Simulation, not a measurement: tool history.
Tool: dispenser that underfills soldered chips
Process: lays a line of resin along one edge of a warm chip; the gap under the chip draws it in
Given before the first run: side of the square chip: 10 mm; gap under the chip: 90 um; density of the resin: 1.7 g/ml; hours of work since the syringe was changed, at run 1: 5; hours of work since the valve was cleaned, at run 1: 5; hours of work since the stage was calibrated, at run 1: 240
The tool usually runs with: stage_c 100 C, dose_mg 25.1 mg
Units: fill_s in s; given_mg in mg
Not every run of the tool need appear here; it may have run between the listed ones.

run    day  stage_c  dose_mg  hours of work since the syringe was changed  hours of work since the valve was cleaned  hours of work since the stage was calibrated  fill_s  given_mg
  1  0.000      100     25.1                                            5                                          5                                           240    49.0     25.01
     0.129  -- new syringe of resin
  2  0.288      100     28.3                                            3                                         10                                           245    43.6     28.08
     0.558  -- new syringe of resin
  3  0.633      100     28.3                                            1                                         16                                           251    42.5     27.90
  4  0.867      100     28.3                                            5                                         20                                           255    49.4     27.89
     0.983  -- new syringe of resin
  5  1.071      100     28.3                                            2                                         24                                           259    42.2     28.06
  6  1.333      100     28.3                                            6                                         28                                           263    49.7     27.81
     1.417  -- new syringe of resin
  7  1.592      100     28.3                                            3                                         33                                           268    44.2     27.71
  8  1.788      114     25.1                                            7                                         36                                           271    33.0     24.56
     1.838  -- new syringe of resin
  9  1.971      100     32.5                                            2                                         39                                           274    42.6     31.88
 10  2.217      100     25.1                                            7                                         44                                           279    51.1     24.66
     2.258  -- new syringe of resin
 11  2.404      100     25.1                                            3                                         47                                           282    44.5     24.60
     2.688  -- new syringe of resin
 12  2.750      100     25.1                                            1                                         53                                           288    41.7     24.44
 13  3.058      108     25.1                                            7                                         58                                           293    38.3     24.26
     3.108  -- new syringe of resin
 14  3.412      113     22.4                                            5                                         64                                           299    33.6     21.68
     3.538  -- new syringe of resin
 15  3.675      112     25.5                                            2                                         69                                           304    30.1     24.50
 16  3.900       98     22.3                                            6                                         73                                           308    53.7     21.43
     3.954  -- new syringe of resin
 17  4.058      113     26.1                                            2                                         75                                           310    28.5     24.94
 18  4.250      112     30.5                                            5                                         79                                           314    31.9     29.19
     4.396  -- new syringe of resin
 19  4.471      112     25.2                                            1                                         82                                           317    29.3     24.23
     4.746  -- dispensing valve cleaned and set on the balance
     4.862  -- new syringe of resin
 20  4.862       99     26.4                                            0                                          2                                           323    41.3     26.60
 21  5.017       92     26.4                                            3                                          5                                           326    55.8     26.47
 22  5.171      106     28.5                                            5                                          7                                           329    39.9     28.38
     5.304  -- new syringe of resin
 23  5.346       97     29.6                                            1                                         10                                           332    44.8     29.32
 24  5.596       97     29.3                                            5                                         15                                           336    51.1     29.00
     5.742  -- new syringe of resin
 25  5.817      108     21.9                                            1                                         18                                           340    33.4     21.68

3 options for the next run, each taken on its own from the tool as it stands now. Forecast them:
     6.158  -- new syringe of resin
  A  6.158      113     21.4                                            0                                         24                                           346       ?         ?
     6.158  -- new syringe of resin
  B  6.158       93     28.4                                            0                                         24                                           346       ?         ?
     6.158  -- new syringe of resin
  C  6.158      109     28.6                                            0                                         24                                           346       ?         ?

run  fill_s  given_mg
  A    26.9     21.15
  B    49.4     27.87
  C    30.0     28.36
Had the tool no hidden state, the same runs would have come out as:
run  fill_s  given_mg
  A    28.0     21.41
  B    51.7     28.21
  C    31.3     28.71
